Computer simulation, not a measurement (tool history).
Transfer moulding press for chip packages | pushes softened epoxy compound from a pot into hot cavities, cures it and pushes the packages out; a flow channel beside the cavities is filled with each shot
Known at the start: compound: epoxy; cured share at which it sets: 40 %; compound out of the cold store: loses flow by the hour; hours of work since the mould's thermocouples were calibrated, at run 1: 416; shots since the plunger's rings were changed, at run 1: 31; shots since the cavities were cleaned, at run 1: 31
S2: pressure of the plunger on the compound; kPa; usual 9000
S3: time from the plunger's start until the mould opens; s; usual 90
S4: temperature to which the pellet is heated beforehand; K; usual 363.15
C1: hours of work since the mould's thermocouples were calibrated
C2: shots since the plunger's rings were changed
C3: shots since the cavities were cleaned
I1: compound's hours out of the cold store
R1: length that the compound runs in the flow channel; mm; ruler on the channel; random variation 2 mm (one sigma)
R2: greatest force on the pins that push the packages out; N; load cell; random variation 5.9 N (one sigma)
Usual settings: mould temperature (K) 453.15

Run 1, hour 0: usual settings; C1 416; C2 31; C3 31; I1 31.6. Result: R1 733 mm, R2 215 N.
Run 2, hour 8.2: usual settings; C1 423; C2 150; C3 150; I1 12.2. Result: R1 773 mm, R2 248 N.
Run 3, hour 17.5: usual settings but S2 6960 kPa; C1 430; C2 285; C3 285; I1 31.6. Result: R1 645 mm, R2 280 N.
Run 4, hour 31.6: usual settings but S2 6960 kPa; C1 441; C2 490; C3 490; I1 9.1. Result: R1 683 mm, R2 321 N.
At hour 39.8: cavities cleaned with cleaning compound and waxed.
Run 5, hour 39.8: usual settings but S2 6960 kPa, S4 354.15 K; C1 446; C2 588; C3 0; I1 9.9. Result: R1 683 mm, R2 226 N.
Run 6, hour 48.6: usual settings but S2 10660 kPa; C1 453; C2 717; C3 129; I1 39.2. Result: R1 781 mm, R2 253 N.
Run 7, hour 58.2: usual settings but S2 10660 kPa; C1 461; C2 856; C3 268; I1 42.6. Result: R1 773 mm, R2 276 N.
Run 8, hour 72.8: usual settings but S2 10660 kPa; C1 472; C2 1068; C3 480; I1 15.5. Result: R1 824 mm, R2 304 N.
Run 9, hour 79.6: usual settings but S2 10660 kPa; C1 477; C2 1168; C3 580; I1 34.2. Result: R1 790 mm, R2 322 N.
At hour 81.9: cavities cleaned with cleaning compound and waxed.
Run 10, hour 91.3: usual settings but S2 10260 kPa; C1 485; C2 1317; C3 138; I1 10.4. Result: R1 822 mm, R2 252 N.
Run 11, hour 98.3: usual settings but mould temperature (K) 448.15; C1 491; C2 1419; C3 240; I1 43.9. Result: R1 727 mm, R2 359 N.
Run 12, hour 106.2: usual settings but mould temperature (K) 448.15; C1 497; C2 1534; C3 355; I1 22.3. Result: R1 766 mm, R2 385 N.
Run 13, hour 114.2: usual settings but S3 106 s; C1 503; C2 1650; C3 471; I1 17.1. Result: R1 753 mm, R2 271 N.
At hour 124.4: cavities cleaned with cleaning compound and waxed.
Run 14, hour 128.3: usual settings but mould temperature (K) 460.15, S2 9100 kPa, S3 106 s, S4 355.15 K; C1 513; C2 1834; C3 57; I1 20.1. Result: R1 724 mm, R2 195 N.
Run 15, hour 134.2: usual settings but mould temperature (K) 460.15, S2 7370 kPa, S3 106 s, S4 371.15 K; C1 518; C2 1920; C3 143; I1 25.2. Result: R1 642 mm, R2 204 N.
Run 16, hour 147.4: usual settings but mould temperature (K) 460.15, S2 7370 kPa, S3 106 s, S4 371.15 K; C1 528; C2 2111; C3 334; I1 37.5. Result: R1 620 mm, R2 241 N.
Run 17, hour 156.1: usual settings but mould temperature (K) 460.15, S2 7370 kPa, S3 121 s, S4 364.15 K; C1 535; C2 2238; C3 461; I1 26.1. Result: R1 639 mm, R2 259 N.
At hour 166.7: cavities cleaned with cleaning compound and waxed.
Run 18, hour 172.2: usual settings but mould temperature (K) 460.15, S2 7370 kPa, S3 121 s, S4 353.15 K; C1 546; C2 2451; C3 80; I1 10.7. Result: R1 665 mm, R2 186 N.
Run 19, hour 186.3: usual settings but mould temperature (K) 448.15, S2 7370 kPa, S3 121 s, S4 353.15 K; C1 557; C2 2656; C3 285; I1 36.9. Result: R1 663 mm, R2 250 N.
Run 20, hour 198.9: usual settings but mould temperature (K) 451.15, S2 7370 kPa, S3 114 s, S4 368.15 K; C1 567; C2 2840; C3 469; I1 26.4. Result: R1 667 mm, R2 271 N.
At hour 208.3: cavities cleaned with cleaning compound and waxed.
Run 21, hour 211.6: usual settings but mould temperature (K) 461.15, S2 7870 kPa; C1 576; C2 3003; C3 47; I1 28.2. Result: R1 652 mm, R2 194 N.
Run 22, hour 225.9: usual settings but mould temperature (K) 461.15, S2 7870 kPa; C1 587; C2 3212; C3 256; I1 34.4. Result: R1 640 mm, R2 244 N.
Run 23, hour 236.3: usual settings but mould temperature (K) 461.15, S2 7870 kPa; C1 595; C2 3363; C3 407; I1 15.9. Result: R1 670 mm, R2 260 N.
At hour 251.2: cavities cleaned with cleaning compound and waxed.
Run 24, hour 252.1: usual settings but S3 102 s; C1 606; C2 3572; C3 15; I1 19. Result: R1 738 mm, R2 203 N.
Run 25, hour 262.2: usual settings but S3 102 s; C1 614; C2 3718; C3 161; I1 9.7. Result: R1 753 mm, R2 223 N.

4 ways to go on from here, each from the tool as it stands after run 25. What would each give?
At hour 277.3: plunger's sealing rings changed.
Run A, hour 277.3: usual settings but S2 6830 kPa, S3 102 s, S4 364.15 K; C1 624; C2 0; C3 344; I1 27.6. Result: R1 ?, R2 ?.
At hour 277.3: plunger's sealing rings changed.
Run B, hour 277.3: usual settings but mould temperature (K) 459.15, S2 7080 kPa, S4 356.15 K; C1 624; C2 0; C3 344; I1 36.8. Result: R1 ?, R2 ?.
At hour 277.3: plunger's sealing rings changed.
Run C, hour 277.3: usual settings but S3 102 s, S4 357.15 K; C1 624; C2 0; C3 344; I1 41.6. Result: R1 ?, R2 ?.
At hour 277.3: plunger's sealing rings changed.
Run D, hour 277.3: usual settings but S3 104 s; C1 624; C2 0; C3 344; I1 22.9. Result: R1 ?, R2 ?.

run   R1   R2
  A  647  253
  B  624  261
  C  716  260
  D  753  255
Without the tool's hidden state the same runs would have given:
run   R1   R2
  A  650  187
  B  626  193
  C  719  193
  D  756  187
